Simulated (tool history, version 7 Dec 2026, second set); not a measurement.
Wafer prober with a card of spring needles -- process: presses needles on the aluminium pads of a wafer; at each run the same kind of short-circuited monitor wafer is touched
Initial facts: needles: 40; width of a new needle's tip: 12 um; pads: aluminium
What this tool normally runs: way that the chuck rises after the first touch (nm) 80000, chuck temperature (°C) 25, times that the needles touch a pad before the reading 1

run	day	way that the chuck rises after the first touch (nm)	chuck temperature (°C)	times that the needles touch a pad before the reading	resistance of one needle with its contact and lead (mohm)	way that a needle slides on the pad (nm)
1	0	80000	25	1	178	15350
# day 0.6: tips cleaned on abrasive film
2	0.804	80000	25	1	173	15350
# day 1.371: tips cleaned on abrasive film
3	2.033	80000	25	1	200	15330
# day 2.117: tips cleaned on abrasive film
# day 2.825: tips cleaned on abrasive film
4	3.275	74000	25	1	199	14170
# day 3.538: tips cleaned on abrasive film
5	4.188	74000	25	1	205	14140
# day 4.279: tips cleaned on abrasive film
# day 5.025: tips cleaned on abrasive film
6	5.375	74000	25	1	193	14150
# day 5.783: tips cleaned on abrasive film
7	6.188	74000	25	1	193	14100
# day 6.546: tips cleaned on abrasive film
8	6.796	80000	35	1	186	15200
# day 7.312: tips cleaned on abrasive film
9	7.492	80000	25	1	177	15220
# day 8.033: tips cleaned on abrasive film
10	8.167	80000	25	1	169	15200
# day 8.742: tips cleaned on abrasive film
11	8.938	80000	25	1	176	15250
# day 9.496: tips cleaned on abrasive film
12	10.054	80000	25	1	196	15210
# day 10.233: tips cleaned on abrasive film
13	10.588	80000	25	1	186	15190
# day 10.954: tips cleaned on abrasive film
# day 11.104: height of the first contact set anew
14	11.433	80000	25	1	196	15020
# day 11.746: tips cleaned on abrasive film
# day 12.462: tips cleaned on abrasive film
15	12.462	80000	25	2	156	15040
16	13.158	80000	25	2	182	15070
# day 13.217: tips cleaned on abrasive film
17	13.796	80000	89	2	189	15020
# day 13.967: tips cleaned on abrasive film
# day 14.712: tips cleaned on abrasive film
18	15.017	80000	72	1	189	15040
# day 15.471: tips cleaned on abrasive film
19	16.104	65000	116	1	227	12160
# day 16.183: tips cleaned on abrasive film
# day 16.754: height of the first contact set anew, once more
# day 16.988: tips cleaned on abrasive film
20	17.362	80000	56	1	192	15370
# day 17.733: tips cleaned on abrasive film
21	18.125	87000	30	2	173	16720
# day 18.492: tips cleaned on abrasive film
22	18.758	87000	30	2	167	16680
# day 19.238: tips cleaned on abrasive film
23	19.312	87000	50	2	165	16660
# day 19.946: tips cleaned on abrasive film
24	20.292	62000	25	3	172	11880
# day 20.754: tips cleaned on abrasive film
25	21.096	62000	25	3	173	11900
# day 21.492: tips cleaned on abrasive film
26	21.854	71000	25	2	182	13540
# day 22.208: tips cleaned on abrasive film
27	22.625	71000	25	2	182	13540
# day 22.938: tips cleaned on abrasive film
28	23.271	84000	25	2	174	16050
# day 23.675: tips cleaned on abrasive film
29	23.875	81000	94	1	189	15510
# day 24.412: tips cleaned on abrasive film
30	24.675	81000	94	1	190	15470
# day 25.142: tips cleaned on abrasive film
31	25.412	77000	50	1	187	14670
# day 25.933: tips cleaned on abrasive film
32	26.025	77000	50	1	172	14670

Alternative continuations, all from the tool just after run 32; predict every row:
A	26.55	77000	43	1	?	?
B	26.55	74000	45	1	?	?
C	26.55	85000	39	3	?	?
D	26.55	80000	101	1	?	?
E	26.55	80000	25	1	?	?

run	resistance of one needle with its contact and lead (mohm)	way that a needle slides on the pad (nm)
A	206	14690
B	207	14110
C	170	16190
D	207	15230
E	201	15310
Stripped of hidden state, with their random variation kept, the same runs would have yielded:
run	resistance of one needle with its contact and lead (mohm)	way that a needle slides on the pad (nm)
A	156	14830
B	155	14250
C	155	16330
D	164	15370
E	153	15450
